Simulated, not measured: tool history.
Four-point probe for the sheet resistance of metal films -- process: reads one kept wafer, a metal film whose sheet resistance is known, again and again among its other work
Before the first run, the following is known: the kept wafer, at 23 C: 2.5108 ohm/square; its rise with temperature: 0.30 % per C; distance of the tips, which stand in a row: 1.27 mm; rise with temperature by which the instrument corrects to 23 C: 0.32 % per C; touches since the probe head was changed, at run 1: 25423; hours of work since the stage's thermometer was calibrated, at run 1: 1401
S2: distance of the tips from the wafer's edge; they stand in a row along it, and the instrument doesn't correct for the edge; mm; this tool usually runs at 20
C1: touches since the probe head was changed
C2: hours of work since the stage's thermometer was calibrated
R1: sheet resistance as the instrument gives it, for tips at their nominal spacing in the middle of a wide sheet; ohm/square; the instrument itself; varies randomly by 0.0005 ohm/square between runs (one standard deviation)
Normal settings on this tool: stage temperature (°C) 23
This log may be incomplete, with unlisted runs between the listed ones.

run 1 hour=0.0 | stage_temperature_(°C)=23 S2=20 | C1=25423 C2=1401 | R1=2.509494
run 2 hour=67.3 | stage_temperature_(°C)=23 S2=20 | C1=26204 C2=1438 | R1=2.510956
run 3 hour=142.8 | stage_temperature_(°C)=23 S2=20 | C1=27079 C2=1479 | R1=2.511559
run 4 hour=212.1 | stage_temperature_(°C)=23 S2=20 | C1=27884 C2=1517 | R1=2.510067
run 5 hour=250.0 | stage_temperature_(°C)=23 S2=20 | C1=28323 C2=1537 | R1=2.510797
run 6 hour=288.7 | stage_temperature_(°C)=23 S2=20 | C1=28772 C2=1558 | R1=2.510339
run 7 hour=362.5 | stage_temperature_(°C)=23 S2=20 | C1=29628 C2=1599 | R1=2.511157
run 8 hour=444.3 | stage_temperature_(°C)=23 S2=20 | C1=30578 C2=1643 | R1=2.511089
run 9 hour=491.7 | stage_temperature_(°C)=25 S2=20 | C1=31128 C2=1669 | R1=2.508765
run 10 hour=538.6 | stage_temperature_(°C)=25 S2=4 | C1=31672 C2=1695 | R1=2.631643
run 11 hour=605.1 | stage_temperature_(°C)=25 S2=4 | C1=32443 C2=1731 | R1=2.631586
run 12 hour=654.9 | stage_temperature_(°C)=25 S2=4 | C1=33021 C2=1758 | R1=2.632492
run 13 hour=719.8 | stage_temperature_(°C)=25 S2=4 | C1=33775 C2=1794 | R1=2.632652
run 14 hour=777.5 | stage_temperature_(°C)=25 S2=4 | C1=34444 C2=1825 | R1=2.630945
run 15 hour=816.3 | stage_temperature_(°C)=25 S2=4 | C1=34895 C2=1846 | R1=2.631979
run 16 hour=885.0 | stage_temperature_(°C)=23 S2=20 | C1=35691 C2=1884 | R1=2.509555
run 17 hour=972.3 | stage_temperature_(°C)=23 S2=20 | C1=36704 C2=1931 | R1=2.509498
run 18 hour=1034.4 | stage_temperature_(°C)=26 S2=20 | C1=37425 C2=1965 | R1=2.506969
run 19 hour=1113.8 | stage_temperature_(°C)=26 S2=20 | C1=38346 C2=2008 | R1=2.506683
run 20 hour=1197.8 | stage_temperature_(°C)=26 S2=5 | C1=39321 C2=2054 | R1=2.586026
-- hour=1238.9 stage's thermometer calibrated
run 21 hour=1273.7 | stage_temperature_(°C)=26 S2=5 | C1=40196 C2=19 | R1=2.587822
run 22 hour=1332.1 | stage_temperature_(°C)=21 S2=20 | C1=40873 C2=51 | R1=2.511713
run 23 hour=1394.9 | stage_temperature_(°C)=21 S2=20 | C1=41602 C2=85 | R1=2.512185
run 24 hour=1456.0 | stage_temperature_(°C)=23 S2=10 | C1=42311 C2=118 | R1=2.527087
run 25 hour=1517.3 | stage_temperature_(°C)=23 S2=10 | C1=43023 C2=152 | R1=2.527725
-- hour=1552.1 stage's thermometer calibrated, once more
run 26 hour=1571.7 | stage_temperature_(°C)=23 S2=63 | C1=43648 C2=11 | R1=2.496207
run 27 hour=1657.9 | stage_temperature_(°C)=23 S2=63 | C1=44648 C2=58 | R1=2.496101
run 28 hour=1745.7 | stage_temperature_(°C)=23 S2=63 | C1=45666 C2=106 | R1=2.496923
run 29 hour=1834.3 | stage_temperature_(°C)=23 S2=63 | C1=46694 C2=154 | R1=2.495474
run 30 hour=1922.9 | stage_temperature_(°C)=23 S2=8 | C1=47722 C2=202 | R1=2.528561
run 31 hour=2013.4 | stage_temperature_(°C)=31 S2=50 | C1=48773 C2=252 | R1=2.491552
run 32 hour=2063.2 | stage_temperature_(°C)=20 S2=34 | C1=49351 C2=279 | R1=2.497927
run 33 hour=2142.5 | stage_temperature_(°C)=20 S2=34 | C1=50270 C2=322 | R1=2.497487
run 34 hour=2190.2 | stage_temperature_(°C)=29 S2=5 | C1=50824 C2=348 | R1=2.576249
run 35 hour=2262.3 | stage_temperature_(°C)=27 S2=8 | C1=51661 C2=387 | R1=2.526570
run 36 hour=2344.8 | stage_temperature_(°C)=27 S2=8 | C1=52618 C2=432 | R1=2.525439
run 37 hour=2403.9 | stage_temperature_(°C)=27 S2=8 | C1=53304 C2=465 | R1=2.524925
run 38 hour=2466.6 | stage_temperature_(°C)=34 S2=8 | C1=54031 C2=499 | R1=2.522901
run 39 hour=2526.7 | stage_temperature_(°C)=34 S2=8 | C1=54728 C2=532 | R1=2.522083
run 40 hour=2569.4 | stage_temperature_(°C)=31 S2=7 | C1=55225 C2=555 | R1=2.533866
run 41 hour=2643.5 | stage_temperature_(°C)=32 S2=49 | C1=56084 C2=595 | R1=2.490332
run 42 hour=2697.1 | stage_temperature_(°C)=19 S2=38 | C1=56706 C2=625 | R1=2.497367
run 43 hour=2735.4 | stage_temperature_(°C)=26 S2=20 | C1=57151 C2=646 | R1=2.498142
run 44 hour=2779.1 | stage_temperature_(°C)=29 S2=20 | C1=57658 C2=669 | R1=2.496552
run 45 hour=2841.0 | stage_temperature_(°C)=35 S2=69 | C1=58375 C2=703 | R1=2.487446

3 ways to go on from here, each from the tool as it stands after run 45. What would each give?
run A hour=2920.7 | stage_temperature_(°C)=34 S2=63 | C1=59300 C2=747 | R1=?
run B hour=2920.7 | stage_temperature_(°C)=22 S2=3 | C1=59300 C2=747 | R1=?
run C hour=2920.7 | stage_temperature_(°C)=31 S2=69 | C1=59300 C2=747 | R1=?

run=A R1=2.488972
run=B R1=2.711814
run=C R1=2.489450
Without the tool's hidden state the same runs would have given:
run=A R1=2.506330
run=B R1=2.730483
run=C R1=2.506792

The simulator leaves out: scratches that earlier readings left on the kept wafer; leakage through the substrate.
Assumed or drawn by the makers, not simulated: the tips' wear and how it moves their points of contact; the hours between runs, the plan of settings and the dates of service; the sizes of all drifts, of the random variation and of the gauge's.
